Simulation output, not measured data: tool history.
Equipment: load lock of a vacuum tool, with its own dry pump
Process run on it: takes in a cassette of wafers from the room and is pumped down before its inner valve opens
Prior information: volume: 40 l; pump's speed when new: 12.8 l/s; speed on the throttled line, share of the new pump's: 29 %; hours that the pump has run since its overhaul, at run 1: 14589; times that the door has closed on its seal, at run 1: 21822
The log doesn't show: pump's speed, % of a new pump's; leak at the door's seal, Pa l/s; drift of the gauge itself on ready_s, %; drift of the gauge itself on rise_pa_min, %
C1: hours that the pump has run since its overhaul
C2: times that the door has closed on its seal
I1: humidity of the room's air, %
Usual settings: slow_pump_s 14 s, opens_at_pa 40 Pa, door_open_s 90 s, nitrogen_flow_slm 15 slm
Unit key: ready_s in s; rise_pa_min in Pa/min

Run 1, hour 0.0: usual settings; C1 14589; C2 21822; I1 45.7. Result: ready_s 40.7 s, rise_pa_min 0.318 Pa/min.
At hour 33.7: dry pump taken out, an overhauled one fitted.
Run 2, hour 364.8: usual settings; C1 331; C2 22926; I1 47.2. Result: ready_s 34.8 s, rise_pa_min 0.338 Pa/min.
Run 3, hour 765.6: usual settings; C1 732; C2 24158; I1 45.1. Result: ready_s 35.4 s, rise_pa_min 0.352 Pa/min.
Run 4, hour 1218.5: usual settings but nitrogen_flow_slm 9 slm; C1 1185; C2 25551; I1 41.5. Result: ready_s 34.8 s, rise_pa_min 0.387 Pa/min.
Run 5, hour 1593.3: usual settings but opens_at_pa 44 Pa, nitrogen_flow_slm 9 slm; C1 1560; C2 26704; I1 44.6. Result: ready_s 35.6 s, rise_pa_min 0.413 Pa/min.
Run 6, hour 2101.4: usual settings but opens_at_pa 44 Pa, nitrogen_flow_slm 9 slm; C1 2068; C2 28267; I1 43.4. Result: ready_s 35.3 s, rise_pa_min 0.450 Pa/min.
Run 7, hour 2461.3: usual settings but opens_at_pa 44 Pa, nitrogen_flow_slm 9 slm; C1 2428; C2 29373; I1 45.1. Result: ready_s 35.1 s, rise_pa_min 0.477 Pa/min.
Run 8, hour 2838.4: usual settings but opens_at_pa 44 Pa, nitrogen_flow_slm 9 slm; C1 2805; C2 30533; I1 43.1. Result: ready_s 35.7 s, rise_pa_min 0.478 Pa/min.
Run 9, hour 3306.7: usual settings but opens_at_pa 44 Pa, nitrogen_flow_slm 9 slm; C1 3273; C2 31973; I1 44.8. Result: ready_s 35.5 s, rise_pa_min 0.526 Pa/min.
Run 10, hour 3690.5: usual settings but opens_at_pa 44 Pa, nitrogen_flow_slm 9 slm; C1 3657; C2 33154; I1 44.3. Result: ready_s 35.8 s, rise_pa_min 0.535 Pa/min.
Run 11, hour 4079.2: usual settings but nitrogen_flow_slm 40 slm; C1 4045; C2 34349; I1 44.2. Result: ready_s 36.5 s, rise_pa_min 0.549 Pa/min.
At hour 4464.6: door's seal changed, seat wiped.
Run 12, hour 4502.0: usual settings but door_open_s 118 s; C1 4467; C2 115; I1 46.5. Result: ready_s 36.0 s, rise_pa_min 0.055 Pa/min.
Run 13, hour 4922.9: usual settings but door_open_s 118 s; C1 4888; C2 1409; I1 40.7. Result: ready_s 36.7 s, rise_pa_min 0.058 Pa/min.
Run 14, hour 5427.7: usual settings but slow_pump_s 17 s; C1 5392; C2 2962; I1 45.3. Result: ready_s 39.4 s, rise_pa_min 0.066 Pa/min.
Run 15, hour 5712.8: usual settings but slow_pump_s 17 s; C1 5678; C2 3838; I1 43.6. Result: ready_s 39.1 s, rise_pa_min 0.067 Pa/min.
Run 16, hour 6114.0: usual settings but slow_pump_s 17 s; C1 6079; C2 5072; I1 46.7. Result: ready_s 40.1 s, rise_pa_min 0.084 Pa/min.
Run 17, hour 6518.3: usual settings but slow_pump_s 17 s; C1 6483; C2 6316; I1 48.5. Result: ready_s 39.7 s, rise_pa_min 0.089 Pa/min.
Run 18, hour 6993.8: usual settings but slow_pump_s 17 s; C1 6959; C2 7778; I1 42.0. Result: ready_s 39.5 s, rise_pa_min 0.099 Pa/min.
Run 19, hour 7446.0: usual settings but slow_pump_s 17 s, opens_at_pa 35 Pa, door_open_s 130 s, nitrogen_flow_slm 44 slm; C1 7411; C2 9169; I1 47.0. Result: ready_s 40.0 s, rise_pa_min 0.100 Pa/min.
Run 20, hour 7788.9: usual settings but slow_pump_s 22 s, nitrogen_flow_slm 9 slm; C1 7754; C2 10223; I1 43.9. Result: ready_s 43.3 s, rise_pa_min 0.120 Pa/min.
Run 21, hour 8110.2: usual settings but slow_pump_s 22 s, nitrogen_flow_slm 9 slm; C1 8075; C2 11211; I1 46.4. Result: ready_s 43.6 s, rise_pa_min 0.138 Pa/min.
Run 22, hour 8356.3: usual settings but slow_pump_s 12 s, door_open_s 114 s, nitrogen_flow_slm 9 slm; C1 8321; C2 11968; I1 46.3. Result: ready_s 36.9 s, rise_pa_min 0.150 Pa/min.
Run 23, hour 8636.3: usual settings but slow_pump_s 12 s, door_open_s 114 s, nitrogen_flow_slm 9 slm; C1 8601; C2 12829; I1 44.0. Result: ready_s 37.0 s, rise_pa_min 0.162 Pa/min.
Run 24, hour 9134.1: usual settings but slow_pump_s 9 s, door_open_s 114 s, nitrogen_flow_slm 9 slm; C1 9099; C2 14360; I1 45.2. Result: ready_s 35.1 s, rise_pa_min 0.172 Pa/min.
Run 25, hour 9533.7: usual settings but slow_pump_s 9 s, opens_at_pa 32 Pa; C1 9499; C2 15589; I1 45.1. Result: ready_s 37.2 s, rise_pa_min 0.175 Pa/min.
Run 26, hour 9972.6: usual settings but opens_at_pa 34 Pa, nitrogen_flow_slm 18 slm; C1 9937; C2 16939; I1 45.8. Result: ready_s 39.8 s, rise_pa_min 0.198 Pa/min.
Run 27, hour 10338.0: usual settings; C1 10303; C2 18063; I1 42.9. Result: ready_s 39.6 s, rise_pa_min 0.211 Pa/min.
Run 28, hour 10834.1: usual settings but door_open_s 53 s, nitrogen_flow_slm 13 slm; C1 10799; C2 19589; I1 45.4. Result: ready_s 39.5 s, rise_pa_min 0.224 Pa/min.

Forecast each of these 4 alternatives for the next run:
Run A, hour 11115.3: usual settings but opens_at_pa 31 Pa; C1 11080; C2 20453; I1 48.1. Result: ready_s ?, rise_pa_min ?.
Run B, hour 11115.3: usual settings but door_open_s 53 s, nitrogen_flow_slm 7 slm; C1 11080; C2 20453; I1 45.0. Result: ready_s ?, rise_pa_min ?.
Run C, hour 11115.3: usual settings but opens_at_pa 34 Pa; C1 11080; C2 20453; I1 48.7. Result: ready_s ?, rise_pa_min ?.
Run D, hour 11115.3: usual settings but nitrogen_flow_slm 7 slm; C1 11080; C2 20453; I1 41.4. Result: ready_s ?, rise_pa_min ?.

run  ready_s  rise_pa_min
  A     41.0        0.259
  B     40.2        0.247
  C     40.7        0.250
  D     39.6        0.253
With no hidden state in the tool, these same runs would have given:
run  ready_s  rise_pa_min
  A     35.6        0.056
  B     35.0        0.046
  C     35.4        0.050
  D     34.5        0.051

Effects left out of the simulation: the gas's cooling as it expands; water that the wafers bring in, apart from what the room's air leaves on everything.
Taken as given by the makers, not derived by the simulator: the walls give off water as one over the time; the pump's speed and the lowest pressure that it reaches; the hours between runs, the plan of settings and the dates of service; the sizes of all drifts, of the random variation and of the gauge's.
